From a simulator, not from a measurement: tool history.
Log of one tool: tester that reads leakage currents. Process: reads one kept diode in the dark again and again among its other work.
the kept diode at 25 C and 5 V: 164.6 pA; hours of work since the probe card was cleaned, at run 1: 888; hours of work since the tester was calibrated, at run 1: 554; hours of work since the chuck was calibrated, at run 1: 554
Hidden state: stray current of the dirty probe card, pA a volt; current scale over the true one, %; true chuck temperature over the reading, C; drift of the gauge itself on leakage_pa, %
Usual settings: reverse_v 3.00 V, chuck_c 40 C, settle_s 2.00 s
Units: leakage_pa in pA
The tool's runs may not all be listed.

run	hour	reverse_v	chuck_c	settle_s	hours of work since the probe card was cleaned	hours of work since the tester was calibrated	hours of work since the chuck was calibrated	leakage_pa
1	0.0	3.00	40	2.00	888	554	554	445.81
2	128.0	3.00	40	2.00	967	633	633	451.10
# hour 188.3: chuck's temperature calibrated
3	230.2	3.00	40	2.00	1029	695	26	410.95
4	449.0	3.00	27	2.00	1165	831	161	155.70
5	578.8	3.00	58	2.00	1245	911	242	1478.58
6	742.1	3.00	58	2.00	1346	1012	343	1499.71
7	928.3	16.75	40	2.00	1462	1128	458	1093.08
8	1037.6	16.75	40	2.00	1530	1195	526	1105.21
9	1259.2	16.75	40	2.00	1667	1333	663	1128.48
# hour 1276.7: chuck's temperature calibrated
# hour 1479.6: probe card cleaned and baked
10	1479.6	16.75	40	2.00	0	1466	124	1042.75
11	1688.4	3.00	40	1.42	129	1595	253	424.34
12	1846.6	3.00	40	1.42	227	1693	351	430.18
13	2029.6	3.00	40	1.42	341	1807	464	436.67
14	2165.9	14.88	40	2.00	425	1891	549	1036.76
15	2277.5	14.88	40	2.00	494	1960	618	1051.05
# hour 2372.5: chuck's temperature calibrated
16	2399.2	6.95	40	2.00	568	2034	17	654.22
17	2545.7	2.07	40	2.00	659	2125	107	347.53
# hour 2606.8: probe card cleaned and baked, once more
18	2657.9	2.07	24	2.00	32	2193	175	99.93
19	2836.8	2.07	24	2.00	142	2304	286	102.02
20	3048.8	2.07	24	2.00	274	2435	417	104.57
21	3167.7	3.00	48	1.59	347	2509	491	785.97
22	3396.7	13.50	33	2.00	489	2650	632	593.50
# hour 3462.7: chuck's temperature calibrated
23	3581.6	13.50	33	2.00	603	2764	74	546.23
24	3768.6	3.00	31	2.00	718	2879	189	215.19
25	3868.6	1.73	40	6.71	780	2941	251	320.07
26	4015.9	7.07	49	6.71	871	3033	343	1289.94
27	4213.6	4.44	40	2.64	994	3155	465	545.62
28	4431.8	3.34	27	2.64	1129	3290	600	178.57
# hour 4547.8: chuck's temperature calibrated
29	4557.6	3.00	51	2.32	1206	3367	6	896.34
30	4784.4	3.00	51	2.32	1346	3507	147	915.20
31	4888.9	4.68	51	2.32	1411	3572	211	1165.98
32	5030.1	3.00	43	2.00	1498	3660	299	531.83
33	5151.6	3.00	43	2.00	1574	3735	374	536.52
34	5348.7	3.00	43	2.00	1696	3857	496	548.34
35	5473.8	3.00	43	2.00	1773	3934	574	554.31
# hour 5521.2: probe card cleaned and baked
# hour 5637.2: chuck's temperature calibrated
36	5674.7	3.00	43	2.00	94	4056	23	508.17
37	5837.4	17.29	40	5.07	195	4157	124	1035.93
38	5958.5	17.29	40	5.07	270	4232	199	1051.61
39	6139.0	17.29	40	5.07	381	4343	311	1076.06

Forecast each of these 4 alternatives for the next run:
A	6267.2	6.00	40	5.07	461	4423	390	?
B	6267.2	1.08	40	2.00	461	4423	390	?
C	6267.2	17.29	40	1.61	461	4423	390	?
D	6267.2	2.02	40	2.00	461	4423	390	?

run	leakage_pa
A	620.07
B	252.03
C	1088.59
D	350.69
Without the tool's hidden state the same runs would have given:
run	leakage_pa
A	580.73
B	236.54
C	1017.13
D	328.96

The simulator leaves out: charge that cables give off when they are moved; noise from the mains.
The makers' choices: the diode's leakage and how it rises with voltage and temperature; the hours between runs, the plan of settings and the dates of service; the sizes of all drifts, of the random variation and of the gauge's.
